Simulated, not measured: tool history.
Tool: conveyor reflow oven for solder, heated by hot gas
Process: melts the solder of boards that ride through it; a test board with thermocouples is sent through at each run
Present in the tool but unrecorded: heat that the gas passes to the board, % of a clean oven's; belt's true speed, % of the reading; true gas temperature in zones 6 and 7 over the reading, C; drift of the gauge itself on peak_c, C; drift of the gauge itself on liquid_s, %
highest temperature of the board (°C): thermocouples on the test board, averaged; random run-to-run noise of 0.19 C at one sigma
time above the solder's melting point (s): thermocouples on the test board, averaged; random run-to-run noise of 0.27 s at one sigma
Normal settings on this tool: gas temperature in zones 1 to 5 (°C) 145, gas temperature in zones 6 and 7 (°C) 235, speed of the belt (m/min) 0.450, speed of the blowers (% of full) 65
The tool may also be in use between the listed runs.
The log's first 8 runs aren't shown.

| run | hour | gas temperature in zones 1 to 5 (°C) | gas temperature in zones 6 and 7 (°C) | speed of the belt (m/min) | speed of the blowers (% of full) | hours of work since the flux was cleaned out | hours of work since the belt drive was overhauled | hours of work since the thermocouples were changed | highest temperature of the board (°C) | time above the solder's melting point (s) |
|---|---|---|---|---|---|---|---|---|---|---|
| 9 | 87.1 | 145 | 235 | 0.448 | 65 | 270 | 244 | 530 | 221.4 | 66.4 |
| 10 | 98.6 | 145 | 235 | 0.448 | 65 | 276 | 250 | 535 | 221.4 | 67.0 |
| 11 | 110.3 | 145 | 235 | 0.448 | 65 | 281 | 255 | 541 | 221.4 | 66.8 |
| 12 | 121.9 | 145 | 235 | 0.366 | 65 | 286 | 261 | 546 | 226.1 | 86.8 |
| 13 | 130.5 | 145 | 235 | 0.450 | 65 | 291 | 265 | 550 | 221.3 | 66.3 |
| 14 | 138.1 | 150 | 235 | 0.450 | 65 | 294 | 268 | 554 | 222.0 | 68.6 |
| 15 | 150.8 | 150 | 235 | 0.450 | 65 | 300 | 274 | 560 | 222.2 | 68.6 |
| 16 | 160.3 | 140 | 235 | 0.450 | 65 | 305 | 279 | 564 | 220.4 | 63.2 |
| 17 | 173.9 | 140 | 235 | 0.450 | 65 | 311 | 285 | 571 | 220.7 | 63.6 |
| 18 | 186.8 | 140 | 235 | 0.450 | 65 | 317 | 291 | 577 | 220.3 | 63.2 |
| 19 | 199.6 | 140 | 235 | 0.450 | 65 | 323 | 297 | 583 | 220.1 | 63.9 |
| 20 | 208.3 | 140 | 235 | 0.450 | 65 | 327 | 301 | 587 | 220.1 | 63.6 |
| 21 | 215.0 | 138 | 235 | 0.450 | 70 | 330 | 304 | 590 | 220.6 | 63.2 |
| 22 | 227.4 | 138 | 235 | 0.450 | 70 | 336 | 310 | 596 | 220.6 | 63.0 |
| 23 | 233.1 | 138 | 235 | 0.450 | 70 | 339 | 313 | 598 | 220.4 | 63.6 |
| 24 | 242.3 | 145 | 244 | 0.450 | 55 | 343 | 317 | 603 | 227.3 | 70.0 |
| 25 | 250.3 | 141 | 224 | 0.496 | 70 | 347 | 321 | 607 | 208.4 | 48.7 |
| 26 | 263.7 | 145 | 235 | 0.415 | 84 | 353 | 327 | 613 | 225.7 | 75.8 |
| 27 | 271.0 | 145 | 235 | 0.415 | 84 | 357 | 331 | 616 | 225.4 | 76.0 |
| 28 | 277.7 | 146 | 228 | 0.539 | 77 | 360 | 334 | 619 | 211.4 | 48.1 |
| 29 | 288.1 | 146 | 237 | 0.539 | 82 | 365 | 339 | 624 | 219.7 | 54.6 |
| 30 | 299.6 | 146 | 237 | 0.539 | 82 | 370 | 344 | 630 | 219.8 | 54.3 |

What if the next run were any one of these 3? Each begins from the tool's condition after run 30:
| A | 306.1 | 137 | 237 | 0.539 | 82 | 373 | 347 | 633 | ? | ? |
| B | 306.1 | 145 | 235 | 0.396 | 80 | 373 | 347 | 633 | ? | ? |
| C | 306.1 | 145 | 237 | 0.387 | 65 | 373 | 347 | 633 | ? | ? |

| run | highest temperature of the board (°C) | time above the solder's melting point (s) |
|---|---|---|
| A | 218.0 | 50.3 |
| B | 226.3 | 79.5 |
| C | 227.0 | 82.2 |
With the hidden condition removed and each run's random variation left untouched, the same runs would have given:
| run | highest temperature of the board (°C) | time above the solder's melting point (s) |
|---|---|---|
| A | 219.6 | 51.4 |
| B | 226.7 | 79.5 |
| C | 227.4 | 82.0 |
